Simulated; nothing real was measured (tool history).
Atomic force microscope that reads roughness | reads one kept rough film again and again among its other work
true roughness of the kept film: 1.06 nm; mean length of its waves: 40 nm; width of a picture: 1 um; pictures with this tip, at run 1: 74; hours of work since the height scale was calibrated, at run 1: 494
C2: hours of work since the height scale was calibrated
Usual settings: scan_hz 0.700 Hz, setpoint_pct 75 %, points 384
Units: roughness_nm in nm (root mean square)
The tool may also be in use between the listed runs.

run 1 hour=0.0 | scan_hz=0.700 setpoint_pct=75 points=384 | pictures_with_this_tip=74 C2=494 | roughness_nm=0.979
run 2 hour=45.2 | scan_hz=0.700 setpoint_pct=76 points=384 | pictures_with_this_tip=137 C2=513 | roughness_nm=0.981
run 3 hour=91.1 | scan_hz=0.700 setpoint_pct=75 points=719 | pictures_with_this_tip=201 C2=533 | roughness_nm=0.991
run 4 hour=123.0 | scan_hz=0.700 setpoint_pct=75 points=446 | pictures_with_this_tip=245 C2=546 | roughness_nm=0.978
-- hour=149.8 new tip fitted
run 5 hour=166.4 | scan_hz=0.837 setpoint_pct=75 points=384 | pictures_with_this_tip=23 C2=565 | roughness_nm=0.974
run 6 hour=209.9 | scan_hz=0.714 setpoint_pct=75 points=384 | pictures_with_this_tip=83 C2=583 | roughness_nm=0.985
run 7 hour=242.1 | scan_hz=0.700 setpoint_pct=75 points=384 | pictures_with_this_tip=128 C2=597 | roughness_nm=0.982
run 8 hour=294.4 | scan_hz=0.700 setpoint_pct=90 points=384 | pictures_with_this_tip=200 C2=619 | roughness_nm=0.938
run 9 hour=334.5 | scan_hz=0.700 setpoint_pct=75 points=384 | pictures_with_this_tip=256 C2=636 | roughness_nm=0.976
-- hour=352.7 new tip fitted
run 10 hour=387.6 | scan_hz=0.700 setpoint_pct=73 points=384 | pictures_with_this_tip=48 C2=659 | roughness_nm=1.000
run 11 hour=427.3 | scan_hz=0.566 setpoint_pct=75 points=384 | pictures_with_this_tip=103 C2=676 | roughness_nm=0.988
run 12 hour=456.9 | scan_hz=0.566 setpoint_pct=75 points=384 | pictures_with_this_tip=144 C2=689 | roughness_nm=0.992
run 13 hour=493.7 | scan_hz=0.700 setpoint_pct=60 points=384 | pictures_with_this_tip=196 C2=704 | roughness_nm=1.012
run 14 hour=541.3 | scan_hz=0.700 setpoint_pct=60 points=384 | pictures_with_this_tip=262 C2=725 | roughness_nm=1.004
-- hour=558.1 new tip fitted
run 15 hour=573.4 | scan_hz=0.700 setpoint_pct=60 points=384 | pictures_with_this_tip=21 C2=738 | roughness_nm=1.016
run 16 hour=608.0 | scan_hz=0.700 setpoint_pct=75 points=467 | pictures_with_this_tip=69 C2=753 | roughness_nm=0.984
run 17 hour=631.4 | scan_hz=0.700 setpoint_pct=75 points=467 | pictures_with_this_tip=102 C2=763 | roughness_nm=0.977
run 18 hour=685.1 | scan_hz=0.700 setpoint_pct=75 points=384 | pictures_with_this_tip=176 C2=786 | roughness_nm=0.980
run 19 hour=713.8 | scan_hz=0.700 setpoint_pct=75 points=384 | pictures_with_this_tip=216 C2=798 | roughness_nm=0.989
run 20 hour=740.7 | scan_hz=0.700 setpoint_pct=75 points=384 | pictures_with_this_tip=254 C2=810 | roughness_nm=0.980
-- hour=759.9 new tip fitted
run 21 hour=764.9 | scan_hz=0.700 setpoint_pct=75 points=384 | pictures_with_this_tip=7 C2=820 | roughness_nm=0.991
run 22 hour=813.3 | scan_hz=0.700 setpoint_pct=75 points=384 | pictures_with_this_tip=74 C2=840 | roughness_nm=0.981
run 23 hour=853.2 | scan_hz=0.700 setpoint_pct=75 points=384 | pictures_with_this_tip=129 C2=857 | roughness_nm=0.972
run 24 hour=902.9 | scan_hz=0.700 setpoint_pct=75 points=309 | pictures_with_this_tip=198 C2=879 | roughness_nm=0.983
run 25 hour=952.2 | scan_hz=0.766 setpoint_pct=70 points=442 | pictures_with_this_tip=267 C2=900 | roughness_nm=0.990
-- hour=966.0 new tip fitted
run 26 hour=982.6 | scan_hz=0.766 setpoint_pct=70 points=442 | pictures_with_this_tip=23 C2=913 | roughness_nm=1.000
run 27 hour=1032.3 | scan_hz=0.766 setpoint_pct=70 points=442 | pictures_with_this_tip=92 C2=934 | roughness_nm=0.987
run 28 hour=1088.2 | scan_hz=2.892 setpoint_pct=57 points=693 | pictures_with_this_tip=170 C2=958 | roughness_nm=0.968
run 29 hour=1111.4 | scan_hz=2.892 setpoint_pct=57 points=337 | pictures_with_this_tip=202 C2=968 | roughness_nm=0.966
run 30 hour=1164.6 | scan_hz=2.892 setpoint_pct=55 points=337 | pictures_with_this_tip=276 C2=990 | roughness_nm=0.980
-- hour=1170.0 new tip fitted
run 31 hour=1195.6 | scan_hz=0.918 setpoint_pct=64 points=337 | pictures_with_this_tip=35 C2=1003 | roughness_nm=1.000
run 32 hour=1218.9 | scan_hz=1.070 setpoint_pct=57 points=459 | pictures_with_this_tip=68 C2=1013 | roughness_nm=1.016
run 33 hour=1266.0 | scan_hz=0.700 setpoint_pct=67 points=384 | pictures_with_this_tip=133 C2=1033 | roughness_nm=1.007
run 34 hour=1311.4 | scan_hz=2.845 setpoint_pct=88 points=493 | pictures_with_this_tip=196 C2=1053 | roughness_nm=0.764
run 35 hour=1365.0 | scan_hz=2.845 setpoint_pct=88 points=493 | pictures_with_this_tip=270 C2=1076 | roughness_nm=0.765
-- hour=1374.6 new tip fitted
run 36 hour=1414.1 | scan_hz=0.571 setpoint_pct=71 points=409 | pictures_with_this_tip=55 C2=1096 | roughness_nm=1.006
run 37 hour=1439.9 | scan_hz=0.571 setpoint_pct=71 points=409 | pictures_with_this_tip=91 C2=1107 | roughness_nm=0.994
run 38 hour=1473.1 | scan_hz=0.571 setpoint_pct=71 points=409 | pictures_with_this_tip=137 C2=1122 | roughness_nm=1.005
run 39 hour=1510.4 | scan_hz=0.571 setpoint_pct=71 points=409 | pictures_with_this_tip=189 C2=1138 | roughness_nm=0.996
run 40 hour=1547.4 | scan_hz=0.734 setpoint_pct=81 points=384 | pictures_with_this_tip=240 C2=1153 | roughness_nm=0.952
-- hour=1576.6 new tip fitted
run 41 hour=1591.9 | scan_hz=2.671 setpoint_pct=85 points=762 | pictures_with_this_tip=21 C2=1172 | roughness_nm=0.810
run 42 hour=1621.2 | scan_hz=2.671 setpoint_pct=85 points=823 | pictures_with_this_tip=62 C2=1185 | roughness_nm=0.798
run 43 hour=1666.2 | scan_hz=2.671 setpoint_pct=85 points=823 | pictures_with_this_tip=124 C2=1204 | roughness_nm=0.808
run 44 hour=1698.7 | scan_hz=2.671 setpoint_pct=85 points=823 | pictures_with_this_tip=169 C2=1218 | roughness_nm=0.805
run 45 hour=1754.5 | scan_hz=2.671 setpoint_pct=85 points=823 | pictures_with_this_tip=247 C2=1242 | roughness_nm=0.800

How the hidden state differs across the entries between the runs, from the last listed run before each to the first after it:
Between runs 4 and 5: new tip fitted (hour 149.8)
  radius of the tip, nm: 10.9 -> 10.1
Between runs 9 and 10: new tip fitted (hour 352.7)
  radius of the tip, nm: 10.9 -> 10.2
Between runs 14 and 15: new tip fitted (hour 558.1)
  radius of the tip, nm: 10.9 -> 10.1
Between runs 20 and 21: new tip fitted (hour 759.9)
  radius of the tip, nm: 10.9 -> 10
Between runs 25 and 26: new tip fitted (hour 966.0)
  radius of the tip, nm: 10.9 -> 10.1
Between runs 30 and 31: new tip fitted (hour 1170.0)
  radius of the tip, nm: 10.9 -> 10.1
Between runs 35 and 36: new tip fitted (hour 1374.6)
  radius of the tip, nm: 10.9 -> 10.2
Between runs 40 and 41: new tip fitted (hour 1576.6)
  radius of the tip, nm: 10.8 -> 10.1

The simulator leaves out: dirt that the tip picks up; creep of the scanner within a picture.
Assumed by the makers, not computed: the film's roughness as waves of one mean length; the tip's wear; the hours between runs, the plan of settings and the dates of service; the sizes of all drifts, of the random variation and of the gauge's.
